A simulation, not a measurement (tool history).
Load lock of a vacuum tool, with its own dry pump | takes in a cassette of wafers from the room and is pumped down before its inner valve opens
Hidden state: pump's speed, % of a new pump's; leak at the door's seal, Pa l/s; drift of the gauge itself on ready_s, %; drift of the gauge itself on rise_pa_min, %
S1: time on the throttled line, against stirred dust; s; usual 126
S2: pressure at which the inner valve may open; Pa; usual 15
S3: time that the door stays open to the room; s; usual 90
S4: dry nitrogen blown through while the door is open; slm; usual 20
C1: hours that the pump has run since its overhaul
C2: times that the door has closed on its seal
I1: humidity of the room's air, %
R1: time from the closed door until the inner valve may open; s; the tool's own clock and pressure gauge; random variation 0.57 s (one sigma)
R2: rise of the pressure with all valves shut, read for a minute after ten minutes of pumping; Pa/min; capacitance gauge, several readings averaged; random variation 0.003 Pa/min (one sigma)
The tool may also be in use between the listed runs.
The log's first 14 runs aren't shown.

Run 15, hour 1457.8: usual settings; C1 5361; C2 43561; I1 46. Result: R1 177 s, R2 0.116 Pa/min.
Run 16, hour 1548.6: usual settings; C1 5451; C2 43863; I1 44.2. Result: R1 178 s, R2 0.117 Pa/min.
Run 17, hour 1690.5: usual settings; C1 5593; C2 44336; I1 45. Result: R1 177.6 s, R2 0.119 Pa/min.
Run 18, hour 1822.7: usual settings; C1 5725; C2 44776; I1 45.2. Result: R1 178.3 s, R2 0.121 Pa/min.
Run 19, hour 1940: usual settings; C1 5843; C2 45167; I1 43.5. Result: R1 178.3 s, R2 0.123 Pa/min.
Run 20, hour 2013.9: usual settings but S3 205 s; C1 5917; C2 45414; I1 44. Result: R1 177.9 s, R2 0.131 Pa/min.
Run 21, hour 2101.5: usual settings but S1 166 s, S2 22 Pa, S3 227 s, S4 36 slm; C1 6004; C2 45706; I1 45.4. Result: R1 211.2 s, R2 0.127 Pa/min.
Run 22, hour 2192.3: usual settings but S1 166 s, S2 22 Pa, S3 227 s, S4 36 slm; C1 6095; C2 46008; I1 45. Result: R1 210.3 s, R2 0.127 Pa/min.
Run 23, hour 2306.6: usual settings but S1 128 s, S3 227 s, S4 36 slm; C1 6209; C2 46389; I1 45.4. Result: R1 179.9 s, R2 0.129 Pa/min.
Run 24, hour 2389.8: usual settings but S1 128 s, S3 83 s, S4 36 slm; C1 6293; C2 46666; I1 43.3. Result: R1 179.6 s, R2 0.117 Pa/min.
Run 25, hour 2511.8: usual settings but S1 162 s, S2 27 Pa; C1 6414; C2 47072; I1 49.5. Result: R1 205.5 s, R2 0.139 Pa/min.
Run 26, hour 2626: usual settings but S1 186 s, S3 213 s; C1 6529; C2 47453; I1 44. Result: R1 231 s, R2 0.136 Pa/min.
Run 27, hour 2776.3: usual settings but S2 10 Pa, S3 45 s; C1 6679; C2 47954; I1 47. Result: R1 182.7 s, R2 0.132 Pa/min.
Run 28, hour 2865.7: usual settings but S4 5 slm; C1 6768; C2 48252; I1 46.3. Result: R1 177.8 s, R2 0.148 Pa/min.
Run 29, hour 2962.8: usual settings but S1 135 s, S2 10 Pa; C1 6866; C2 48575; I1 41.1. Result: R1 189.3 s, R2 0.13 Pa/min.
Run 30, hour 3069.8: usual settings but S3 73 s; C1 6972; C2 48932; I1 46.7. Result: R1 178.1 s, R2 0.136 Pa/min.
Run 31, hour 3162.4: usual settings but S3 73 s; C1 7065; C2 49240; I1 46.3. Result: R1 179.4 s, R2 0.133 Pa/min.
Run 32, hour 3230: usual settings but S1 75 s, S2 11 Pa, S3 126 s, S4 24 slm; C1 7133; C2 49466; I1 43. Result: R1 135.5 s, R2 0.138 Pa/min.
Run 33, hour 3346.1: usual settings but S1 78 s, S2 16 Pa; C1 7249; C2 49852; I1 40.9. Result: R1 136.6 s, R2 0.135 Pa/min.
Run 34, hour 3470: usual settings but S1 78 s, S2 16 Pa; C1 7373; C2 50265; I1 44.3. Result: R1 135.8 s, R2 0.139 Pa/min.
Run 35, hour 3542.8: usual settings but S1 146 s, S3 43 s, S4 5 slm; C1 7445; C2 50508; I1 42.3. Result: R1 197 s, R2 0.139 Pa/min.
Run 36, hour 3630.7: usual settings but S1 72 s, S3 43 s, S4 33 slm; C1 7533; C2 50801; I1 45.4. Result: R1 130.7 s, R2 0.129 Pa/min.
Run 37, hour 3763.6: usual settings but S1 72 s, S2 21 Pa, S3 37 s, S4 33 slm; C1 7666; C2 51243; I1 48.6. Result: R1 127.3 s, R2 0.131 Pa/min.

3 ways to go on from here, each from the tool as it stands after run 37. What would each give?
Run A, hour 3878.6: usual settings but S1 116 s, S2 14 Pa, S3 37 s; C1 7781; C2 51627; I1 47. Result: R1 ?, R2 ?.
Run B, hour 3878.6: usual settings but S1 231 s; C1 7781; C2 51627; I1 45.4. Result: R1 ?, R2 ?.
Run C, hour 3878.6: usual settings but S1 181 s, S2 19 Pa, S3 37 s, S4 33 slm; C1 7781; C2 51627; I1 45.7. Result: R1 ?, R2 ?.

run     R1     R2
  A  170.6  0.136
  B  272.2  0.145
  C  227.7  0.126
Without the tool's hidden state the same runs would have given:
run     R1     R2
  A  166.4  0.032
  B  269.1   0.04
  C  224.2   0.02
